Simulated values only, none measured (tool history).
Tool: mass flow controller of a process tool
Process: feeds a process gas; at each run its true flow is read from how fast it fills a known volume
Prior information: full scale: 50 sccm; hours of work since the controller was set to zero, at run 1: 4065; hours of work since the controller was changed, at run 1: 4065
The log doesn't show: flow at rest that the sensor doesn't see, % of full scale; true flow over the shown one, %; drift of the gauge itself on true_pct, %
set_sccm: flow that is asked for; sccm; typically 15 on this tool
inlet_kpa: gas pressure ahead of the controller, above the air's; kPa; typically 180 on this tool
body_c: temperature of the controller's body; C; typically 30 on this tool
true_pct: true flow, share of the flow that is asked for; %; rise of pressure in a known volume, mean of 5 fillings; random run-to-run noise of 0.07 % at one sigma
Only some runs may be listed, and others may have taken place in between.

run,day,set_sccm,inlet_kpa,body_c,hours of work since the controller was set to zero,hours of work since the controller was changed,true_pct
1,0.000,15,180,30,4065,4065,96.62
2,3.358,7,180,30,4128,4128,96.96
3,7.933,15,180,30,4213,4213,96.54
4,11.250,15,180,30,4276,4276,96.56
5,15.271,15,180,36,4351,4351,96.34
6,21.542,15,180,37,4468,4468,96.18
7,25.617,15,180,37,4545,4545,96.25
8,31.183,33,180,30,4649,4649,97.16
9,35.742,15,180,30,4735,4735,96.47
10,39.321,15,180,30,4802,4802,96.35
11,45.338,15,180,30,4915,4915,96.45
12,50.242,15,180,30,5007,5007,96.37
13,54.483,15,180,30,5086,5086,96.40
14,59.175,15,180,30,5174,5174,96.51
15,64.383,15,180,30,5272,5272,96.53
16,68.871,15,180,30,5356,5356,96.40
# day 70.450: controller exchanged for a calibrated one
17,73.112,15,180,30,50,50,97.61
18,79.512,15,214,30,170,170,97.58
19,83.550,15,214,30,246,246,97.51
20,86.883,15,146,30,308,308,97.84
21,92.104,15,146,30,406,406,97.82
22,96.379,10,143,38,486,486,97.25
23,100.104,37,251,39,556,556,98.04
24,106.054,37,251,39,668,668,98.01
25,112.404,37,251,39,787,787,97.79
26,116.467,29,237,21,863,863,98.26
27,122.796,40,237,32,981,981,98.46
28,128.842,5,237,32,1095,1095,97.31
29,135.683,5,237,32,1223,1223,97.44
30,140.525,7,217,28,1314,1314,97.38
31,145.088,7,217,28,1399,1399,97.27
32,149.371,14,195,37,1480,1480,97.00
33,153.058,6,141,21,1549,1549,98.35
34,155.912,6,141,21,1602,1602,98.20
35,159.254,37,141,38,1665,1665,98.39
36,165.379,50,141,38,1780,1780,99.01
37,169.679,29,180,30,1860,1860,97.89
38,174.946,7,246,30,1959,1959,97.09
39,177.779,13,254,23,2012,2012,97.09
40,184.221,35,260,22,2133,2133,98.03
41,188.604,11,273,38,2215,2215,96.23

For each entry between runs, how does the tool's hidden state at the last listed run before it compare with that at the first listed run after it?
Between runs 16 and 17: controller exchanged for a calibrated one (day 70.450)
  flow at rest that the sensor doesn't see, % of full scale: 0.317 -> 0.08; true flow over the shown one, %: -2.29 -> -0.17
  measured minus no-state result, true_pct: -1.23 -> +0.09 %
